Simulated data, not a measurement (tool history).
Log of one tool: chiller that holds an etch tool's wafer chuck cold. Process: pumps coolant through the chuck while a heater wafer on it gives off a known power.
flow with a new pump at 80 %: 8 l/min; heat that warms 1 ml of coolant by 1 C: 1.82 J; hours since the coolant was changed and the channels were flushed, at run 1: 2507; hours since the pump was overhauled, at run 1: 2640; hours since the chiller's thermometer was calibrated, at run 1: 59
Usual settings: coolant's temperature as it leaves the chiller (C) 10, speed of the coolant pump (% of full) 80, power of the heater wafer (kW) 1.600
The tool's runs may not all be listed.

run,day,coolant's temperature as it leaves the chiller (C),speed of the coolant pump (% of full),power of the heater wafer (kW),hours since the coolant was changed and the channels were flushed,hours since the pump was overhauled,hours since the chiller's thermometer was calibrated,chuck's temperature once it has settled (C),how much warmer the coolant comes back (C)
1,0.000,10,80,1.600,2507,2640,59,28.9,6.58
2,2.383,10,80,1.600,2564,2697,116,28.7,6.61
3,5.750,10,80,1.600,2645,2778,197,29.1,6.60
4,7.533,10,80,1.600,2688,2820,239,28.9,6.61
5,10.033,10,80,1.600,2748,2880,299,29.0,6.62
6,13.362,10,80,0.937,2827,2960,379,21.1,3.92
7,14.988,10,80,0.937,2866,2999,418,21.1,3.92
8,17.383,4,80,1.600,2924,3057,476,22.9,6.65
9,20.775,1,80,1.600,3005,3138,557,19.7,6.60
10,22.712,20,80,1.600,3052,3185,604,38.9,6.62
11,24.821,20,80,1.600,3102,3235,654,38.8,6.62
12,27.492,20,80,1.600,3167,3299,718,39.0,6.67
13,30.742,20,80,1.600,3244,3377,796,39.2,6.67
14,33.033,20,97,1.600,3300,3432,851,35.9,5.45
15,35.267,10,80,0.855,3353,3486,905,20.2,3.61
16,38.167,10,80,0.855,3423,3556,975,20.0,3.58
17,40.650,10,80,0.855,3482,3615,1034,20.2,3.62
18,42.738,10,80,2.385,3532,3665,1084,38.2,9.95
19,45.054,10,80,2.385,3588,3721,1140,38.2,9.90
20,47.375,1,80,1.314,3644,3777,1196,16.7,5.52
21,49.646,1,80,1.314,3698,3831,1250,16.4,5.50
22,53.121,10,66,1.314,3782,3914,1333,28.4,6.73
23,56.525,10,66,1.314,3863,3996,1415,28.5,6.76
24,59.512,10,66,1.314,3935,4068,1487,28.4,6.84
25,61.542,10,94,1.042,3984,4116,1535,20.7,3.77
26,64.250,10,94,1.042,4049,4182,1601,20.7,3.73
# day 66.550: coolant changed, channels flushed
27,67.683,5,70,1.398,27,4258,1677,23.5,6.88
28,70.812,4,93,2.055,102,4333,1752,25.3,7.43
29,73.971,7,80,1.128,178,4409,1828,20.1,4.86
30,76.567,7,80,2.160,240,4471,1890,32.5,9.17
31,80.233,4,62,2.388,328,4559,1978,39.6,13.16

Measured less the same run without the tool's hidden state. The same run-to-run variation is in both; the gauge's scatter may not be:
The hidden state here: heat passed by the chuck's channels, % of clean ones'; flow at a given pump speed, % of a new pump's; coolant's true temperature over the reading, C; drift of the gauge itself on chuck_c, C; drift of the gauge itself on warmer_back_c, C.
run,how much warmer the coolant comes back (C)
1,+0.01
2,+0.01
3,+0.02
4,+0.03
5,+0.03
6,+0.04
7,+0.05
8,+0.05
9,+0.06
10,+0.06
11,+0.07
12,+0.08
13,+0.09
14,+0.10
15,+0.10
16,+0.10
17,+0.11
18,+0.12
19,+0.13
20,+0.13
21,+0.14
22,+0.15
23,+0.15
24,+0.16
25,+0.17
26,+0.17
27,+0.19
28,+0.20
29,+0.21
30,+0.21
31,+0.22
chuck's temperature once it has settled (C): within 0.1 of the measured result in every run.

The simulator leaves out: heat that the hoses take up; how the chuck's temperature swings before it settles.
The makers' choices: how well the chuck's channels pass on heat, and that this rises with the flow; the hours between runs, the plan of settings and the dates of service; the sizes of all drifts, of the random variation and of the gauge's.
